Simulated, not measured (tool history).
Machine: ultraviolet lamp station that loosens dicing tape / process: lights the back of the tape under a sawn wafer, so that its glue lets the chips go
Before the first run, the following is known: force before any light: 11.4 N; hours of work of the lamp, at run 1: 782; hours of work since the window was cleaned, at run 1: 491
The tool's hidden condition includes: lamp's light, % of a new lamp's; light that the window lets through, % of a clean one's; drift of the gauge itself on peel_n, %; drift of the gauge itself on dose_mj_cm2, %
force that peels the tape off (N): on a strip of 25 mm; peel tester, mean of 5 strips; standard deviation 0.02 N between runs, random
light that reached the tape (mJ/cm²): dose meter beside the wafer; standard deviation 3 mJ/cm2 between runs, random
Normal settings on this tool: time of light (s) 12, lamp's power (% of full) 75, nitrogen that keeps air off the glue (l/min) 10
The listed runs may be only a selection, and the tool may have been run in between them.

run	hour	time of light (s)	lamp's power (% of full)	nitrogen that keeps air off the glue (l/min)	hours of work of the lamp	hours of work since the window was cleaned	force that peels the tape off (N)	light that reached the tape (mJ/cm²)
1	0.0	12	75	10	782	491	1.953	320
2	25.2	12	75	10	793	503	1.865	321
3	56.1	23	75	10	808	517	0.515	610
4	74.4	23	75	10	816	526	0.518	601
5	112.7	12	75	10	834	544	2.021	314
6	132.7	12	75	10	844	553	2.064	311
7	156.6	10	75	10	855	564	2.604	257
# hour 161.1: window cleaned of glue's vapour
8	190.5	10	75	10	870	14	2.822	250

Run 9 is up next; what results do you expect?
9	218.0	9	75	10	883	27	?	?

force that peels the tape off (N): 3.168
light that reached the tape (mJ/cm²): 221
Had the tool carried no hidden state, the very same run would have given force that peels the tape off (N) 1.683, light that reached the tape (mJ/cm²) 339.

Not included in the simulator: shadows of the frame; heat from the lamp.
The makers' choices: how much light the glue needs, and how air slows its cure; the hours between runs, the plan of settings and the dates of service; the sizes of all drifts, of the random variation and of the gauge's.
